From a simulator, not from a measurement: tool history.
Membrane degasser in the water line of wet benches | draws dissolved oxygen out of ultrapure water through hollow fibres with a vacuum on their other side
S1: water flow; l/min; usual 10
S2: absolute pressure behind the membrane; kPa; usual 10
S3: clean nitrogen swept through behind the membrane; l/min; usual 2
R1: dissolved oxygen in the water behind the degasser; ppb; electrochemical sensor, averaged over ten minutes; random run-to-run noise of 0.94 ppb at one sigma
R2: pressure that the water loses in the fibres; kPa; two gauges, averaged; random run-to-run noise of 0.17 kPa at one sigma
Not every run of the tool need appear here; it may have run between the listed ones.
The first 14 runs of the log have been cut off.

run,hour,S1,S2,S3,R1,R2
15,1927.5,10,10,2.46,80.6,30.13
16,2105.9,10,10,2.46,80.2,29.77
17,2214.9,10,10,2.46,80.9,30.08
18,2303,10,10,2.46,80.4,30.11
19,2417.1,8,11.2,4.62,41.5,24.04
20,2507.6,8,11.2,4.62,43.2,24.07
21,2633.9,8,11.2,4.62,42.4,24
22,2761.4,8,11.2,4.62,43.3,24.11
23,2918.2,8,11.2,4.62,41.9,24.42
24,3095.1,8,21.3,4.62,88,24.4
25,3264.7,8,21.3,4.62,88,24.29
26,3415,8,21.3,4.62,87.7,24.21
27,3514.3,7,19.1,1.04,272.6,21.53
28,3701.7,7,19.1,1.04,272.5,21.24
29,3841.1,15,19.1,1.04,542,45.84
# hour 3865.8: vacuum gauge calibrated
30,3955,15,8.5,2.75,100.5,45.92
31,4120.5,6,19.6,5.78,48.4,18.53

Here are 3 independent what-if runs from the current tool condition. What would each one return?
A,4204.4,7,15.6,4.89,?,?
B,4204.4,10,19.6,5.78,?,?
C,4204.4,12,24.9,3.98,?,?

run,R1,R2
A,51.6,21.57
B,83.8,30.47
C,179.7,36.88
Had the tool no hidden state, the same runs would have come out as:
run,R1,R2
A,46.3,19.95
B,75.6,28.18
C,166.6,34.09
